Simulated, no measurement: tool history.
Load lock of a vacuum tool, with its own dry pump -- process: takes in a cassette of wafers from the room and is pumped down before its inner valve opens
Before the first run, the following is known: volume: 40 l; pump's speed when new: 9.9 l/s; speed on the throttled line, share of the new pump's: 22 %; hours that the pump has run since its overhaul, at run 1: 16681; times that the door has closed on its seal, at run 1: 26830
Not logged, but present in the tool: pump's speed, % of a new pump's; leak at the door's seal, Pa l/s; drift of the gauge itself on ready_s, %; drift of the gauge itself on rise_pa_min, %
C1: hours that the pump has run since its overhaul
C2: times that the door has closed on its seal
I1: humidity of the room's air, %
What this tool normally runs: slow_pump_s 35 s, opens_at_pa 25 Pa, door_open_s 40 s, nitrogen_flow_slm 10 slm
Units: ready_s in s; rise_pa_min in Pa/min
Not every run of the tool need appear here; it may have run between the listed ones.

Run 1, day 0.000: usual settings; C1 16681; C2 26830; I1 45.4. Result: ready_s 60.8 s, rise_pa_min 0.031 Pa/min.
Run 2, day 7.350: usual settings; C1 16857; C2 27222; I1 47.4. Result: ready_s 61.3 s, rise_pa_min 0.031 Pa/min.
Run 3, day 19.704: usual settings; C1 17154; C2 27880; I1 44.3. Result: ready_s 60.7 s, rise_pa_min 0.025 Pa/min.
Run 4, day 34.804: usual settings but slow_pump_s 47 s; C1 17516; C2 28684; I1 48.5. Result: ready_s 71.2 s, rise_pa_min 0.034 Pa/min.
Run 5, day 41.729: usual settings but opens_at_pa 23 Pa; C1 17683; C2 29053; I1 47.9. Result: ready_s 62.0 s, rise_pa_min 0.026 Pa/min.
Run 6, day 49.108: usual settings; C1 17860; C2 29446; I1 45.4. Result: ready_s 61.1 s, rise_pa_min 0.030 Pa/min.
Run 7, day 63.988: usual settings; C1 18217; C2 30239; I1 46.5. Result: ready_s 60.9 s, rise_pa_min 0.028 Pa/min.
At day 72.225: dry pump taken out, an overhauled one fitted.
Run 8, day 73.717: usual settings but door_open_s 183 s; C1 36; C2 30744; I1 45.4. Result: ready_s 61.0 s, rise_pa_min 0.086 Pa/min.
Run 9, day 82.754: usual settings but opens_at_pa 35 Pa, door_open_s 183 s; C1 253; C2 31225; I1 43.0. Result: ready_s 59.2 s, rise_pa_min 0.079 Pa/min.
Run 10, day 98.200: usual settings but opens_at_pa 35 Pa, door_open_s 183 s; C1 623; C2 32048; I1 47.5. Result: ready_s 59.7 s, rise_pa_min 0.086 Pa/min.
Run 11, day 107.242: usual settings but opens_at_pa 35 Pa, door_open_s 183 s; C1 840; C2 32530; I1 45.1. Result: ready_s 60.4 s, rise_pa_min 0.086 Pa/min.
Run 12, day 116.821: usual settings but door_open_s 102 s; C1 1070; C2 33040; I1 42.4. Result: ready_s 61.2 s, rise_pa_min 0.052 Pa/min.
Run 13, day 124.592: usual settings but door_open_s 102 s; C1 1257; C2 33454; I1 47.1. Result: ready_s 60.7 s, rise_pa_min 0.058 Pa/min.
Run 14, day 131.596: usual settings; C1 1425; C2 33827; I1 38.4. Result: ready_s 61.6 s, rise_pa_min 0.025 Pa/min.
Run 15, day 146.029: usual settings; C1 1771; C2 34596; I1 45.9. Result: ready_s 61.0 s, rise_pa_min 0.033 Pa/min.
Run 16, day 153.462: usual settings but opens_at_pa 32 Pa; C1 1950; C2 34992; I1 48.0. Result: ready_s 60.4 s, rise_pa_min 0.035 Pa/min.
Run 17, day 165.346: usual settings but opens_at_pa 32 Pa, door_open_s 158 s; C1 2235; C2 35625; I1 48.4. Result: ready_s 59.8 s, rise_pa_min 0.079 Pa/min.
Run 18, day 175.012: usual settings but opens_at_pa 32 Pa, door_open_s 158 s; C1 2467; C2 36140; I1 46.8. Result: ready_s 60.0 s, rise_pa_min 0.077 Pa/min.
Run 19, day 185.146: usual settings but opens_at_pa 32 Pa, door_open_s 158 s; C1 2710; C2 36680; I1 45.1. Result: ready_s 60.5 s, rise_pa_min 0.071 Pa/min.
Run 20, day 192.817: usual settings but door_open_s 45 s; C1 2894; C2 37088; I1 43.5. Result: ready_s 62.0 s, rise_pa_min 0.028 Pa/min.
Run 21, day 206.992: usual settings but door_open_s 45 s; C1 3234; C2 37843; I1 49.9. Result: ready_s 60.6 s, rise_pa_min 0.033 Pa/min.
Run 22, day 218.138: usual settings but door_open_s 160 s, nitrogen_flow_slm 15 slm; C1 3502; C2 38437; I1 46.0. Result: ready_s 61.0 s, rise_pa_min 0.071 Pa/min.
Run 23, day 227.062: usual settings but door_open_s 160 s, nitrogen_flow_slm 15 slm; C1 3716; C2 38912; I1 42.4. Result: ready_s 61.1 s, rise_pa_min 0.065 Pa/min.
Run 24, day 235.046: usual settings but slow_pump_s 39 s, opens_at_pa 20 Pa; C1 3908; C2 39338; I1 42.3. Result: ready_s 65.7 s, rise_pa_min 0.031 Pa/min.
Run 25, day 241.579: usual settings but slow_pump_s 39 s, opens_at_pa 20 Pa, door_open_s 223 s, nitrogen_flow_slm 19 slm; C1 4065; C2 39686; I1 45.1. Result: ready_s 64.7 s, rise_pa_min 0.081 Pa/min.
Run 26, day 250.529: usual settings but door_open_s 207 s; C1 4279; C2 40162; I1 48.1. Result: ready_s 61.4 s, rise_pa_min 0.099 Pa/min.
Run 27, day 259.083: usual settings but door_open_s 71 s, nitrogen_flow_slm 16 slm; C1 4485; C2 40618; I1 48.4. Result: ready_s 61.6 s, rise_pa_min 0.044 Pa/min.
Run 28, day 270.533: usual settings but slow_pump_s 56 s, opens_at_pa 35 Pa, door_open_s 111 s, nitrogen_flow_slm 18 slm; C1 4759; C2 41228; I1 43.6. Result: ready_s 76.1 s, rise_pa_min 0.053 Pa/min.
Run 29, day 279.021: usual settings but slow_pump_s 58 s; C1 4963; C2 41680; I1 45.1. Result: ready_s 79.1 s, rise_pa_min 0.033 Pa/min.
Run 30, day 288.846: usual settings but slow_pump_s 28 s; C1 5199; C2 42204; I1 45.0. Result: ready_s 55.0 s, rise_pa_min 0.035 Pa/min.
Run 31, day 304.608: usual settings but nitrogen_flow_slm 9 slm; C1 5577; C2 43043; I1 44.3. Result: ready_s 60.6 s, rise_pa_min 0.031 Pa/min.
Run 32, day 314.333: usual settings but door_open_s 42 s, nitrogen_flow_slm 9 slm; C1 5811; C2 43561; I1 46.6. Result: ready_s 60.4 s, rise_pa_min 0.035 Pa/min.
Run 33, day 323.617: usual settings but door_open_s 85 s; C1 6033; C2 44056; I1 47.4. Result: ready_s 62.0 s, rise_pa_min 0.053 Pa/min.
Run 34, day 334.925: usual settings but nitrogen_flow_slm 35 slm; C1 6305; C2 44658; I1 44.1. Result: ready_s 60.6 s, rise_pa_min 0.020 Pa/min.
At day 348.604: door's seal changed, seat wiped.
Run 35, day 348.604: usual settings but nitrogen_flow_slm 35 slm; C1 6632; C2 0; I1 45.4. Result: ready_s 61.0 s, rise_pa_min 0.018 Pa/min.
Run 36, day 359.392: usual settings but slow_pump_s 60 s, nitrogen_flow_slm 5 slm; C1 6891; C2 575; I1 46.9. Result: ready_s 80.4 s, rise_pa_min 0.042 Pa/min.

Hidden state or all else? Some run-to-run changes of rise_pa_min, split into what the settings, what came in and random variation would give without the hidden state, and what is left for the hidden state (with any gauge scatter that isn't in both results):
Run 3 -> 4: slow_pump_s 35 -> 47. rise_pa_min +0.009 Pa/min: hidden state +0.001, all else +0.008.
Run 4 -> 5: slow_pump_s 47 -> 35, opens_at_pa 25 -> 23. rise_pa_min -0.008 Pa/min: hidden state -0.001, all else -0.007.
Run 7 -> 8: door_open_s 40 -> 183, dry pump taken out, an overhauled one fitted. rise_pa_min +0.058 Pa/min: hidden state +0.000, all else +0.058.
Run 24 -> 25: door_open_s 40 -> 223, nitrogen_flow_slm 10 -> 19. rise_pa_min +0.050 Pa/min: hidden state +0.001, all else +0.049.
Run 26 -> 27: door_open_s 207 -> 71, nitrogen_flow_slm 10 -> 16. rise_pa_min -0.055 Pa/min: hidden state +0.000, all else -0.055.
Run 34 -> 35: door's seal changed, seat wiped. rise_pa_min -0.002 Pa/min: hidden state -0.002, all else +0.000.
